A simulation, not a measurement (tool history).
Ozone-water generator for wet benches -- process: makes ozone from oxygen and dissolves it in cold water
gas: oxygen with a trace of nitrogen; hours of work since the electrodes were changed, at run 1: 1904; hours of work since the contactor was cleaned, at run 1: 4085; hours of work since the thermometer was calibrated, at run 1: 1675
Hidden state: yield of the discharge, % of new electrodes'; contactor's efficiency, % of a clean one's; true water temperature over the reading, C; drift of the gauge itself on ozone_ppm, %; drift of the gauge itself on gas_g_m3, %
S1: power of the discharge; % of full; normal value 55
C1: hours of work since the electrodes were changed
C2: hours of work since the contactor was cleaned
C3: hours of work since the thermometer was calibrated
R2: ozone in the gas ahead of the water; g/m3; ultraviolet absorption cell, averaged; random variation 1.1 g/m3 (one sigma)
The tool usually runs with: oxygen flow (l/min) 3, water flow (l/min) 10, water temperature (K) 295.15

Run 1, hour 0: usual settings; C1 1904; C2 4085; C3 1675. Result: dissolved ozone (ppm) 23.3, R2 195.2 g/m3.
At hour 26.3: contactor cleaned.
Run 2, hour 63.2: usual settings but oxygen flow (l/min) 2.27; C1 1958; C2 33; C3 1728. Result: dissolved ozone (ppm) 23.4, R2 223.5 g/m3.
Run 3, hour 127.2: usual settings but oxygen flow (l/min) 2.27; C1 2016; C2 91; C3 1786. Result: dissolved ozone (ppm) 23.7, R2 221.2 g/m3.
Run 4, hour 203.1: usual settings but oxygen flow (l/min) 2.27; C1 2085; C2 160; C3 1855. Result: dissolved ozone (ppm) 23.5, R2 222 g/m3.
Run 5, hour 250.6: usual settings but oxygen flow (l/min) 2.27; C1 2128; C2 203; C3 1898. Result: dissolved ozone (ppm) 23.9, R2 224.6 g/m3.
Run 6, hour 295.4: usual settings but water temperature (K) 289.15; C1 2168; C2 244; C3 1939. Result: dissolved ozone (ppm) 26, R2 193 g/m3.
Run 7, hour 345.3: usual settings; C1 2213; C2 289; C3 1984. Result: dissolved ozone (ppm) 23.7, R2 194.1 g/m3.
Run 8, hour 423.7: usual settings; C1 2284; C2 360; C3 2055. Result: dissolved ozone (ppm) 23.3, R2 195.6 g/m3.
Run 9, hour 488.3: usual settings; C1 2343; C2 418; C3 2113. Result: dissolved ozone (ppm) 23.6, R2 196.5 g/m3.
Run 10, hour 545.3: usual settings; C1 2394; C2 470; C3 2165. Result: dissolved ozone (ppm) 23.6, R2 195.5 g/m3.
Run 11, hour 581.5: usual settings; C1 2427; C2 503; C3 2198. Result: dissolved ozone (ppm) 23.5, R2 195.2 g/m3.
Run 12, hour 620.3: usual settings but S1 54 % of full; C1 2462; C2 538; C3 2233. Result: dissolved ozone (ppm) 23.7, R2 194.1 g/m3.
Run 13, hour 657.2: usual settings but S1 54 % of full; C1 2496; C2 571; C3 2266. Result: dissolved ozone (ppm) 23.5, R2 195.5 g/m3.
Run 14, hour 712.8: usual settings but S1 54 % of full; C1 2546; C2 622; C3 2317. Result: dissolved ozone (ppm) 23.1, R2 194.3 g/m3.
Run 15, hour 773.7: usual settings but S1 54 % of full; C1 2601; C2 677; C3 2372. Result: dissolved ozone (ppm) 23.6, R2 196.6 g/m3.
Run 16, hour 826.3: usual settings but S1 54 % of full; C1 2649; C2 724; C3 2419. Result: dissolved ozone (ppm) 23.5, R2 195.6 g/m3.
Run 17, hour 858: usual settings but S1 54 % of full; C1 2678; C2 753; C3 2448. Result: dissolved ozone (ppm) 23.4, R2 197.4 g/m3.
At hour 888.7: gauge calibrated.
Run 18, hour 900.9: usual settings but S1 74 % of full, oxygen flow (l/min) 2.48; C1 2716; C2 792; C3 2487. Result: dissolved ozone (ppm) 28.4, R2 256.4 g/m3.
Run 19, hour 970.9: usual settings but oxygen flow (l/min) 2.93, water temperature (K) 290.15; C1 2780; C2 855; C3 2550. Result: dissolved ozone (ppm) 25.4, R2 197.3 g/m3.
Run 20, hour 1034.6: usual settings but oxygen flow (l/min) 1.92; C1 2838; C2 913; C3 2608. Result: dissolved ozone (ppm) 23.5, R2 244 g/m3.
Run 21, hour 1106.9: usual settings but S1 44 % of full, water temperature (K) 294.15; C1 2903; C2 978; C3 2673. Result: dissolved ozone (ppm) 20.8, R2 169.1 g/m3.
Run 22, hour 1180.4: usual settings but S1 64 % of full, oxygen flow (l/min) 2.78, water flow (l/min) 9, water temperature (K) 301.15; C1 2970; C2 1045; C3 2740. Result: dissolved ozone (ppm) 24.9, R2 222.9 g/m3.
Run 23, hour 1226.1: usual settings but S1 64 % of full, oxygen flow (l/min) 2.78, water flow (l/min) 9, water temperature (K) 301.15; C1 3011; C2 1086; C3 2781. Result: dissolved ozone (ppm) 25.1, R2 223.1 g/m3.
Run 24, hour 1295.1: usual settings but S1 69 % of full, oxygen flow (l/min) 2.32, water flow (l/min) 9, water temperature (K) 301.15; C1 3073; C2 1149; C3 2844. Result: dissolved ozone (ppm) 26.5, R2 258.4 g/m3.
Run 25, hour 1371.3: usual settings but oxygen flow (l/min) 1.83; C1 3142; C2 1218; C3 2913. Result: dissolved ozone (ppm) 23.4, R2 253.7 g/m3.
Run 26, hour 1439.8: usual settings but S1 45 % of full, oxygen flow (l/min) 1.68, water flow (l/min) 12, water temperature (K) 288.15; C1 3204; C2 1280; C3 2975. Result: dissolved ozone (ppm) 18.9, R2 233.2 g/m3.
Run 27, hour 1487.9: usual settings but water temperature (K) 290.15; C1 3248; C2 1324; C3 3018. Result: dissolved ozone (ppm) 25.7, R2 197.9 g/m3.
Run 28, hour 1538.6: usual settings but S1 46 % of full, water flow (l/min) 13; C1 3294; C2 1369; C3 3064. Result: dissolved ozone (ppm) 17.5, R2 176.7 g/m3.
Run 29, hour 1599.7: usual settings but S1 46 % of full, water flow (l/min) 13; C1 3349; C2 1425; C3 3120. Result: dissolved ozone (ppm) 17.6, R2 178.8 g/m3.
Run 30, hour 1673.9: usual settings but water temperature (K) 297.15; C1 3416; C2 1492; C3 3187. Result: dissolved ozone (ppm) 22.8, R2 199.1 g/m3.
Run 31, hour 1730.8: usual settings but water temperature (K) 297.15; C1 3468; C2 1543; C3 3238. Result: dissolved ozone (ppm) 23, R2 197.1 g/m3.
Run 32, hour 1798: usual settings but S1 85 % of full, oxygen flow (l/min) 2.18, water flow (l/min) 7, water temperature (K) 291.15; C1 3529; C2 1604; C3 3299. Result: dissolved ozone (ppm) 41.6, R2 308.3 g/m3.
Run 33, hour 1868.5: usual settings but S1 85 % of full, oxygen flow (l/min) 2.18, water flow (l/min) 7, water temperature (K) 291.15; C1 3593; C2 1668; C3 3363. Result: dissolved ozone (ppm) 41.8, R2 311 g/m3.

Hidden state or all else? Some run-to-run changes of R2, split into what the settings, what came in and random variation would give without the hidden state, and what is left for the hidden state (with any gauge scatter that isn't in both results):
Run 17 -> 18: S1 54 -> 74, oxygen flow (l/min) 3 -> 2.48, gauge calibrated. R2 +59 g/m3: hidden state -5.4, all else +64.4.
Run 18 -> 19: S1 74 -> 55, oxygen flow (l/min) 2.48 -> 2.93, water temperature (K) 295.15 -> 290.15. R2 -59.1 g/m3: hidden state +0.5, all else -59.6.
Run 20 -> 21: S1 55 -> 44, oxygen flow (l/min) 1.92 -> 3, water temperature (K) 295.15 -> 294.15. R2 -74.9 g/m3: hidden state +0.2, all else -75.1.
Run 23 -> 24: S1 64 -> 69, oxygen flow (l/min) 2.78 -> 2.32. R2 +35.3 g/m3: hidden state +0.9, all else +34.4.
Run 31 -> 32: S1 55 -> 85, oxygen flow (l/min) 3 -> 2.18, water flow (l/min) 10 -> 7, water temperature (K) 297.15 -> 291.15. R2 +111.2 g/m3: hidden state +3.3, all else +107.9.

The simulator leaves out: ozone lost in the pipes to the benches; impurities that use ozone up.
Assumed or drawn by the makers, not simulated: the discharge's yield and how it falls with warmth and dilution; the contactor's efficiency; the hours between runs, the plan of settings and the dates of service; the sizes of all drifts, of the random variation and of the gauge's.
